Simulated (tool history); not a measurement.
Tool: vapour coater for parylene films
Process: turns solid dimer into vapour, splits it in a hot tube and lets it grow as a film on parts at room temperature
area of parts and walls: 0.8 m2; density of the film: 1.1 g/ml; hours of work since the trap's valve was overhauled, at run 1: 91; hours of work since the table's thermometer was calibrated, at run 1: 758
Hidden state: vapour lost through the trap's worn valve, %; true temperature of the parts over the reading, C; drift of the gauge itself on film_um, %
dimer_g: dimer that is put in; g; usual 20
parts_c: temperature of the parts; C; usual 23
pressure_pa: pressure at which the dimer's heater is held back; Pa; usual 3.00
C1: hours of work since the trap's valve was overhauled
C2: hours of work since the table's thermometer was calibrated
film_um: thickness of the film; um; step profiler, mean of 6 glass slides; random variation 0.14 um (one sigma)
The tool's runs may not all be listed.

Run 1, day 0.000: usual settings; C1 91; C2 758. Result: film_um 17.74 um.
Run 2, day 0.883: usual settings but dimer_g 8 g; C1 101; C2 767. Result: film_um 7.07 um.
Run 3, day 1.804: usual settings but dimer_g 8 g; C1 110; C2 777. Result: film_um 7.05 um.
Run 4, day 3.404: usual settings; C1 128; C2 794. Result: film_um 17.49 um.
Run 5, day 4.338: usual settings; C1 138; C2 804. Result: film_um 17.67 um.
Run 6, day 5.267: usual settings; C1 148; C2 814. Result: film_um 17.57 um.
Run 7, day 6.821: usual settings but pressure_pa 5.41 Pa; C1 164; C2 831. Result: film_um 16.93 um.
Run 8, day 8.642: usual settings but pressure_pa 5.41 Pa; C1 184; C2 850. Result: film_um 16.98 um.
Run 9, day 9.983: usual settings but parts_c 20 C, pressure_pa 5.41 Pa; C1 198; C2 865. Result: film_um 19.59 um.
Run 10, day 11.508: usual settings; C1 214; C2 881. Result: film_um 17.85 um.
Run 11, day 13.008: usual settings; C1 230; C2 897. Result: film_um 17.66 um.
Run 12, day 14.675: usual settings; C1 248; C2 915. Result: film_um 17.67 um.
Run 13, day 15.608: usual settings but dimer_g 29 g; C1 258; C2 925. Result: film_um 25.88 um.
Run 14, day 17.496: usual settings but dimer_g 10 g; C1 278; C2 945. Result: film_um 8.77 um.
Run 15, day 19.438: usual settings but pressure_pa 2.32 Pa; C1 299; C2 966. Result: film_um 17.76 um.
Run 16, day 20.746: usual settings but pressure_pa 2.32 Pa; C1 313; C2 980. Result: film_um 17.96 um.
Run 17, day 22.296: usual settings but pressure_pa 2.32 Pa; C1 330; C2 997. Result: film_um 18.02 um.
At day 23.625: table's thermometer calibrated.
Run 18, day 24.029: usual settings but pressure_pa 2.32 Pa; C1 348; C2 4. Result: film_um 17.98 um.
Run 19, day 25.517: usual settings but pressure_pa 9.01 Pa; C1 364; C2 20. Result: film_um 16.40 um.
Run 20, day 26.879: usual settings but pressure_pa 9.01 Pa; C1 378; C2 35. Result: film_um 16.61 um.
Run 21, day 28.379: usual settings; C1 394; C2 51. Result: film_um 17.65 um.
At day 29.908: trap's valve overhauled.
Run 22, day 30.150: usual settings; C1 3; C2 68. Result: film_um 17.61 um.
Run 23, day 31.417: usual settings; C1 16; C2 82. Result: film_um 17.73 um.
Run 24, day 33.138: usual settings but dimer_g 24 g, parts_c 17 C, pressure_pa 6.32 Pa; C1 35; C2 100. Result: film_um 26.40 um.
Run 25, day 34.329: usual settings but dimer_g 24 g, parts_c 20 C, pressure_pa 3.40 Pa; C1 47; C2 113. Result: film_um 24.27 um.
Run 26, day 35.400: usual settings but dimer_g 24 g, parts_c 20 C, pressure_pa 3.40 Pa; C1 59; C2 124. Result: film_um 23.85 um.
Run 27, day 37.096: usual settings but dimer_g 24 g, parts_c 20 C, pressure_pa 6.18 Pa; C1 77; C2 142. Result: film_um 23.10 um.
Run 28, day 38.950: usual settings but dimer_g 33 g, parts_c 20 C, pressure_pa 6.18 Pa; C1 97; C2 162. Result: film_um 31.64 um.
Run 29, day 40.017: usual settings but dimer_g 33 g, parts_c 20 C, pressure_pa 6.18 Pa; C1 108; C2 174. Result: film_um 32.03 um.
Run 30, day 41.288: usual settings but dimer_g 33 g, pressure_pa 6.18 Pa; C1 122; C2 187. Result: film_um 27.95 um.
Run 31, day 42.488: usual settings but dimer_g 24 g, pressure_pa 2.92 Pa; C1 135; C2 200. Result: film_um 21.30 um.
Run 32, day 43.575: usual settings but dimer_g 11 g, parts_c 16 C; C1 146; C2 212. Result: film_um 12.27 um.
Run 33, day 45.142: usual settings but dimer_g 30 g, parts_c 25 C, pressure_pa 2.95 Pa; C1 163; C2 229. Result: film_um 24.54 um.
Run 34, day 47.067: usual settings but dimer_g 33 g, parts_c 22 C, pressure_pa 2.67 Pa; C1 184; C2 249. Result: film_um 31.07 um.
Run 35, day 48.617: usual settings but parts_c 25 C; C1 200; C2 266. Result: film_um 16.30 um.
Run 36, day 49.667: usual settings but parts_c 29 C, pressure_pa 5.47 Pa; C1 211; C2 277. Result: film_um 13.07 um.
Run 37, day 50.846: usual settings but dimer_g 31 g, parts_c 32 C, pressure_pa 4.20 Pa; C1 224; C2 290. Result: film_um 18.02 um.
Run 38, day 52.421: usual settings but dimer_g 11 g, parts_c 29 C, pressure_pa 3.64 Pa; C1 241; C2 306. Result: film_um 7.42 um.
Run 39, day 53.742: usual settings but parts_c 25 C, pressure_pa 9.02 Pa; C1 255; C2 321. Result: film_um 15.27 um.
Run 40, day 55.442: usual settings but parts_c 25 C, pressure_pa 9.02 Pa; C1 273; C2 339. Result: film_um 14.92 um.
Run 41, day 56.538: usual settings but parts_c 25 C, pressure_pa 9.02 Pa; C1 285; C2 351. Result: film_um 15.08 um.
Run 42, day 58.054: usual settings but parts_c 21 C, pressure_pa 11.93 Pa; C1 301; C2 367. Result: film_um 17.60 um.
Run 43, day 59.396: usual settings but parts_c 21 C, pressure_pa 11.93 Pa; C1 316; C2 381. Result: film_um 17.88 um.
Run 44, day 60.988: usual settings but parts_c 18 C, pressure_pa 11.93 Pa; C1 333; C2 398. Result: film_um 20.36 um.
Run 45, day 62.421: usual settings but parts_c 18 C, pressure_pa 11.93 Pa; C1 348; C2 413. Result: film_um 20.29 um.
Run 46, day 63.954: usual settings but dimer_g 21 g, parts_c 16 C, pressure_pa 2.80 Pa; C1 364; C2 430. Result: film_um 23.17 um.

Forecast each of these 4 alternatives for the next run:
Run A, day 65.800: usual settings but dimer_g 33 g, parts_c 18 C, pressure_pa 2.80 Pa; C1 384; C2 450. Result: film_um ?.
Run B, day 65.800: usual settings but dimer_g 11 g; C1 384; C2 450. Result: film_um ?.
Run C, day 65.800: usual settings but dimer_g 11 g, parts_c 30 C, pressure_pa 10.28 Pa; C1 384; C2 450. Result: film_um ?.
Run D, day 65.800: usual settings but dimer_g 21 g, parts_c 22 C, pressure_pa 2.80 Pa; C1 384; C2 450. Result: film_um ?.

run  film_um
  A    36.77
  B     9.79
  C     6.69
  D    19.28
Without the tool's hidden state the same runs would have given:
run  film_um
  A    36.88
  B     9.82
  C     6.71
  D    19.34
